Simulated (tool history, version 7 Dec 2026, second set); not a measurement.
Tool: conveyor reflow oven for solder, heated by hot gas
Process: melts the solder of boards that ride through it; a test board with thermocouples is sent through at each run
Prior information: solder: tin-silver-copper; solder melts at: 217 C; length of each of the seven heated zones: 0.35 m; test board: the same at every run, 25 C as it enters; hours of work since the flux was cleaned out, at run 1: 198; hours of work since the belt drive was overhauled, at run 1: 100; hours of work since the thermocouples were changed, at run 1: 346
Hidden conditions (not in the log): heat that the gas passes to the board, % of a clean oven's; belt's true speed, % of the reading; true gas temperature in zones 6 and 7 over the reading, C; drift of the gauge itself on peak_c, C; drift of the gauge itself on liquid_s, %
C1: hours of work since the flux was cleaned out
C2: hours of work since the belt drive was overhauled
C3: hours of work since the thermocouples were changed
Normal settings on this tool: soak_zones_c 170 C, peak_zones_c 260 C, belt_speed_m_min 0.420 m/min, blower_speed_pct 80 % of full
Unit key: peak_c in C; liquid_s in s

Run 1, hour 0.0: usual settings; C1 198; C2 100; C3 346. Result: peak_c 243.6 C, liquid_s 63.6 s.
Run 2, hour 12.3: usual settings; C1 207; C2 109; C3 354. Result: peak_c 242.7 C, liquid_s 63.4 s.
Run 3, hour 26.4: usual settings but belt_speed_m_min 0.457 m/min; C1 216; C2 118; C3 363. Result: peak_c 240.9 C, liquid_s 54.2 s.
Run 4, hour 41.2: usual settings but belt_speed_m_min 0.457 m/min; C1 226; C2 128; C3 373. Result: peak_c 240.4 C, liquid_s 53.2 s.
Run 5, hour 49.2: usual settings but soak_zones_c 159 C, belt_speed_m_min 0.457 m/min; C1 232; C2 134; C3 379. Result: peak_c 238.0 C, liquid_s 46.1 s.
Run 6, hour 56.9: usual settings but soak_zones_c 159 C, belt_speed_m_min 0.457 m/min; C1 237; C2 139; C3 384. Result: peak_c 238.2 C, liquid_s 45.6 s.
Run 7, hour 65.8: usual settings; C1 243; C2 145; C3 390. Result: peak_c 242.4 C, liquid_s 62.9 s.
Run 8, hour 83.6: usual settings; C1 255; C2 157; C3 402. Result: peak_c 242.9 C, liquid_s 62.0 s.
At hour 89.9: flux residue cleaned out of gas plates and filters.
Run 9, hour 106.7: usual settings; C1 11; C2 169; C3 414. Result: peak_c 241.9 C, liquid_s 61.7 s.
Run 10, hour 116.1: usual settings; C1 18; C2 175; C3 421. Result: peak_c 242.3 C, liquid_s 61.7 s.
Run 11, hour 129.5: usual settings; C1 27; C2 185; C3 430. Result: peak_c 242.2 C, liquid_s 61.8 s.
At hour 141.4: flux residue cleaned out of gas plates and filters, once more.
Run 12, hour 148.4: usual settings but peak_zones_c 266 C; C1 5; C2 194; C3 439. Result: peak_c 250.4 C, liquid_s 71.3 s.
Run 13, hour 161.6: usual settings; C1 14; C2 203; C3 448. Result: peak_c 244.9 C, liquid_s 66.0 s.
Run 14, hour 171.7: usual settings but soak_zones_c 176 C; C1 20; C2 210; C3 455. Result: peak_c 245.4 C, liquid_s 70.2 s.
Run 15, hour 181.8: usual settings; C1 27; C2 217; C3 462. Result: peak_c 244.8 C, liquid_s 65.6 s.
Run 16, hour 197.7: usual settings; C1 38; C2 227; C3 472. Result: peak_c 244.5 C, liquid_s 65.5 s.
Run 17, hour 209.7: usual settings but peak_zones_c 265 C, blower_speed_pct 85 % of full; C1 46; C2 235; C3 481. Result: peak_c 250.0 C, liquid_s 71.1 s.
Run 18, hour 219.4: usual settings but belt_speed_m_min 0.476 m/min; C1 53; C2 242; C3 487. Result: peak_c 239.9 C, liquid_s 52.6 s.
Run 19, hour 229.2: usual settings but belt_speed_m_min 0.476 m/min; C1 59; C2 249; C3 494. Result: peak_c 240.6 C, liquid_s 52.7 s.
Run 20, hour 242.7: usual settings but soak_zones_c 177 C, peak_zones_c 250 C; C1 68; C2 258; C3 503. Result: peak_c 237.0 C, liquid_s 59.7 s.
Run 21, hour 256.2: usual settings but belt_speed_m_min 0.383 m/min; C1 78; C2 267; C3 512. Result: peak_c 247.3 C, liquid_s 76.1 s.
Run 22, hour 270.3: usual settings but belt_speed_m_min 0.383 m/min; C1 87; C2 276; C3 522. Result: peak_c 247.0 C, liquid_s 75.9 s.
Run 23, hour 280.9: usual settings but belt_speed_m_min 0.461 m/min, blower_speed_pct 83 % of full; C1 94; C2 283; C3 529. Result: peak_c 242.1 C, liquid_s 56.1 s.
Run 24, hour 290.7: usual settings but soak_zones_c 164 C, peak_zones_c 265 C, belt_speed_m_min 0.464 m/min, blower_speed_pct 71 % of full; C1 101; C2 290; C3 535. Result: peak_c 241.3 C, liquid_s 50.5 s.
Run 25, hour 299.2: usual settings but soak_zones_c 164 C, peak_zones_c 255 C, belt_speed_m_min 0.464 m/min, blower_speed_pct 88 % of full; C1 107; C2 296; C3 541. Result: peak_c 237.5 C, liquid_s 47.7 s.
Run 26, hour 310.2: usual settings but belt_speed_m_min 0.367 m/min; C1 114; C2 303; C3 549. Result: peak_c 247.7 C, liquid_s 80.8 s.
Run 27, hour 327.2: usual settings but soak_zones_c 166 C, peak_zones_c 262 C, belt_speed_m_min 0.482 m/min, blower_speed_pct 51 % of full; C1 126; C2 315; C3 560. Result: peak_c 227.9 C, liquid_s 26.1 s.
Run 28, hour 343.2: usual settings but soak_zones_c 156 C, peak_zones_c 255 C, belt_speed_m_min 0.398 m/min, blower_speed_pct 81 % of full; C1 136; C2 326; C3 571. Result: peak_c 239.1 C, liquid_s 57.5 s.
Run 29, hour 353.8: usual settings but soak_zones_c 165 C, peak_zones_c 258 C, belt_speed_m_min 0.393 m/min, blower_speed_pct 81 % of full; C1 144; C2 333; C3 578. Result: peak_c 243.7 C, liquid_s 67.5 s.
Run 30, hour 366.0: usual settings but soak_zones_c 156 C, peak_zones_c 258 C, belt_speed_m_min 0.369 m/min, blower_speed_pct 74 % of full; C1 152; C2 341; C3 586. Result: peak_c 241.8 C, liquid_s 65.6 s.

Forecast each of these 4 alternatives for the next run:
Run A, hour 375.3: usual settings but soak_zones_c 156 C, peak_zones_c 263 C, belt_speed_m_min 0.369 m/min, blower_speed_pct 74 % of full; C1 158; C2 347; C3 593. Result: peak_c ?, liquid_s ?.
Run B, hour 375.3: usual settings but peak_zones_c 252 C; C1 158; C2 347; C3 593. Result: peak_c ?, liquid_s ?.
Run C, hour 375.3: usual settings but soak_zones_c 168 C, peak_zones_c 258 C, belt_speed_m_min 0.456 m/min, blower_speed_pct 69 % of full; C1 158; C2 347; C3 593. Result: peak_c ?, liquid_s ?.
Run D, hour 375.3: usual settings but soak_zones_c 156 C, peak_zones_c 258 C, belt_speed_m_min 0.483 m/min, blower_speed_pct 72 % of full; C1 158; C2 347; C3 593. Result: peak_c ?, liquid_s ?.

run  peak_c  liquid_s
  A   246.4      71.8
  B   236.8      55.9
  C   236.0      45.3
  D   232.0      32.6
With no hidden state in the tool, these same runs would have given:
run  peak_c  liquid_s
  A   248.4      74.0
  B   238.7      58.8
  C   237.9      48.1
  D   234.2      36.0
